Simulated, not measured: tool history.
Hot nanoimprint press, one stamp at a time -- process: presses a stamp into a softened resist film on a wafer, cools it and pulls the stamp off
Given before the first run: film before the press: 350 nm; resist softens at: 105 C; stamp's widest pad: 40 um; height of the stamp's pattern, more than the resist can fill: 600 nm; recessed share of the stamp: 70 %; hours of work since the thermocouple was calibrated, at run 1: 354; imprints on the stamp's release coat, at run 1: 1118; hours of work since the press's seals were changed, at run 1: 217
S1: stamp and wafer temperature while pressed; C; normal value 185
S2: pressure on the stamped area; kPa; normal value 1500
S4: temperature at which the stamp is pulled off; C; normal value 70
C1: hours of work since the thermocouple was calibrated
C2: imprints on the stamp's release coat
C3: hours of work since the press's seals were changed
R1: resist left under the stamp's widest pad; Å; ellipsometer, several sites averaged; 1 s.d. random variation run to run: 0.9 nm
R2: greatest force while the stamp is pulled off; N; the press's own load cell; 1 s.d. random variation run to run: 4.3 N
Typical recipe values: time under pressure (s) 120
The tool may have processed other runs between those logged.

Run 1, hour 0.0: usual settings; C1 354; C2 1118; C3 217. Result: R1 1244 Å, R2 215 N.
Run 2, hour 14.4: usual settings; C1 361; C2 1166; C3 224. Result: R1 1236 Å, R2 212 N.
Run 3, hour 35.1: usual settings but S4 71 C; C1 371; C2 1235; C3 234. Result: R1 1241 Å, R2 201 N.
Run 4, hour 52.5: usual settings but S4 71 C; C1 379; C2 1292; C3 243. Result: R1 1235 Å, R2 209 N.
Run 5, hour 64.6: usual settings but S4 71 C; C1 385; C2 1332; C3 249. Result: R1 1230 Å, R2 215 N.
Run 6, hour 74.3: usual settings but S2 990 kPa; C1 389; C2 1365; C3 253. Result: R1 1552 Å, R2 216 N.
Run 7, hour 92.5: usual settings but S2 990 kPa; C1 398; C2 1425; C3 262. Result: R1 1555 Å, R2 217 N.
Run 8, hour 104.3: usual settings but S2 990 kPa; C1 404; C2 1464; C3 268. Result: R1 1559 Å, R2 213 N.
At hour 116.4: stamp cleaned and given a new release coat.
Run 9, hour 132.6: usual settings but S2 990 kPa; C1 415; C2 54; C3 278. Result: R1 1559 Å, R2 201 N.
Run 10, hour 150.0: usual settings but S2 990 kPa, S4 59 C; C1 423; C2 112; C3 287. Result: R1 1565 Å, R2 264 N.
Run 11, hour 169.2: usual settings; C1 432; C2 176; C3 296. Result: R1 1239 Å, R2 208 N.
Run 12, hour 181.6: usual settings; C1 438; C2 217; C3 302. Result: R1 1227 Å, R2 208 N.
Run 13, hour 204.0: usual settings but S2 1510 kPa; C1 449; C2 291; C3 313. Result: R1 1222 Å, R2 205 N.
Run 14, hour 214.0: usual settings; C1 454; C2 324; C3 318. Result: R1 1237 Å, R2 207 N.
At hour 228.4: plate thermocouple calibrated.
Run 15, hour 231.9: usual settings; C1 2; C2 374; C3 325. Result: R1 1230 Å, R2 209 N.
Run 16, hour 253.3: usual settings but S4 78 C; C1 12; C2 445; C3 335. Result: R1 1254 Å, R2 170 N.
Run 17, hour 262.8: usual settings but S2 1160 kPa, time under pressure (s) 112, S4 78 C; C1 17; C2 476; C3 340. Result: R1 1463 Å, R2 178 N.
Run 18, hour 279.0: usual settings but S1 184 C; C1 24; C2 530; C3 348. Result: R1 1279 Å, R2 198 N.
Run 19, hour 294.5: usual settings but S1 177 C, S4 66 C; C1 32; C2 582; C3 355. Result: R1 1723 Å, R2 231 N.
Run 20, hour 308.6: usual settings but S2 1810 kPa; C1 39; C2 629; C3 362. Result: R1 1110 Å, R2 204 N.
Run 21, hour 322.3: usual settings but S2 1810 kPa; C1 45; C2 674; C3 369. Result: R1 1112 Å, R2 203 N.
Run 22, hour 336.5: usual settings but S2 1020 kPa, time under pressure (s) 199; C1 52; C2 721; C3 376. Result: R1 1297 Å, R2 210 N.
Run 23, hour 356.1: usual settings but S2 1100 kPa, time under pressure (s) 199, S4 69 C; C1 62; C2 786; C3 385. Result: R1 1226 Å, R2 220 N.
Run 24, hour 374.4: usual settings but S2 1100 kPa, time under pressure (s) 199, S4 69 C; C1 71; C2 847; C3 394. Result: R1 1232 Å, R2 212 N.
Run 25, hour 384.1: usual settings but S2 1480 kPa, time under pressure (s) 199, S4 71 C; C1 75; C2 879; C3 399. Result: R1 1044 Å, R2 205 N.
Run 26, hour 401.9: usual settings but S2 1480 kPa, time under pressure (s) 115, S4 71 C; C1 84; C2 938; C3 407. Result: R1 1267 Å, R2 202 N.
Run 27, hour 417.5: usual settings but S1 195 C, S2 1110 kPa, time under pressure (s) 129, S4 76 C; C1 91; C2 990; C3 415. Result: R1 991 Å, R2 183 N.
Run 28, hour 438.0: usual settings but S1 173 C, S2 1330 kPa, time under pressure (s) 114, S4 64 C; C1 101; C2 1058; C3 425. Result: R1 2186 Å, R2 232 N.
Run 29, hour 453.3: usual settings but S1 173 C, S2 1330 kPa, time under pressure (s) 114, S4 64 C; C1 109; C2 1109; C3 432. Result: R1 2170 Å, R2 242 N.
Run 30, hour 474.9: usual settings but S2 1720 kPa, time under pressure (s) 141; C1 119; C2 1180; C3 442. Result: R1 1075 Å, R2 217 N.

Each row is a separate what-if for the run after 30, all from the same tool condition, not one after another. Results?
Run A, hour 490.9: usual settings but S1 175 C, S2 1390 kPa, time under pressure (s) 70; C1 127; C2 1233; C3 450. Result: R1 ?, R2 ?.
Run B, hour 490.9: usual settings but S2 1100 kPa, time under pressure (s) 108, S4 63 C; C1 127; C2 1233; C3 450. Result: R1 ?, R2 ?.
Run C, hour 490.9: usual settings but S2 1950 kPa, S4 65 C; C1 127; C2 1233; C3 450. Result: R1 ?, R2 ?.
Run D, hour 490.9: usual settings but S1 183 C, S2 1060 kPa, time under pressure (s) 179; C1 127; C2 1233; C3 450. Result: R1 ?, R2 ?.

run    R1   R2
  A  2269  206
  B  1542  257
  C  1058  241
  D  1423  217
With the hidden condition removed and each run's random variation left untouched, the same runs would have given:
run    R1   R2
  A  2269  203
  B  1543  254
  C  1058  238
  D  1423  214
